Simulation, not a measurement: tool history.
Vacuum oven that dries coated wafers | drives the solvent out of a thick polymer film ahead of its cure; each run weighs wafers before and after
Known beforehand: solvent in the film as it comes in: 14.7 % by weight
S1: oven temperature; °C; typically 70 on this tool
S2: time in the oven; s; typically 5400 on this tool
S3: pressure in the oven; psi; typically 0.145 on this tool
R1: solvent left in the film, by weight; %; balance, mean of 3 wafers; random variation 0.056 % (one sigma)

run	hour	S1	S2	S3	R1
1	0.0	70	5400	0.145	3.26
2	77.5	70	3840	0.145	3.62
3	150.0	70	3840	0.145	3.79
4	196.3	70	3840	0.145	3.74
5	277.5	70	3840	0.145	3.80
6	340.7	70	3840	0.145	3.75
7	379.1	62	3840	0.145	5.87
8	443.7	62	3840	0.145	5.87
# hour 463.8: oven's thermocouples calibrated
9	504.6	70	6300	0.305	5.68
10	590.1	70	6300	0.305	5.48

Alternative continuations, all from the tool just after run 10; predict every row:
A	652.2	70	6660	0.145	?
B	652.2	62	5400	0.160	?
C	652.2	80	6300	0.305	?
D	652.2	66	6780	0.309	?
E	652.2	70	3000	0.078	?

run	R1
A	3.18
B	5.65
C	3.59
D	6.80
E	3.95
Without the tool's unlogged condition, the same runs would have read:
run	R1
A	2.24
B	4.48
C	2.96
D	5.73
E	3.16

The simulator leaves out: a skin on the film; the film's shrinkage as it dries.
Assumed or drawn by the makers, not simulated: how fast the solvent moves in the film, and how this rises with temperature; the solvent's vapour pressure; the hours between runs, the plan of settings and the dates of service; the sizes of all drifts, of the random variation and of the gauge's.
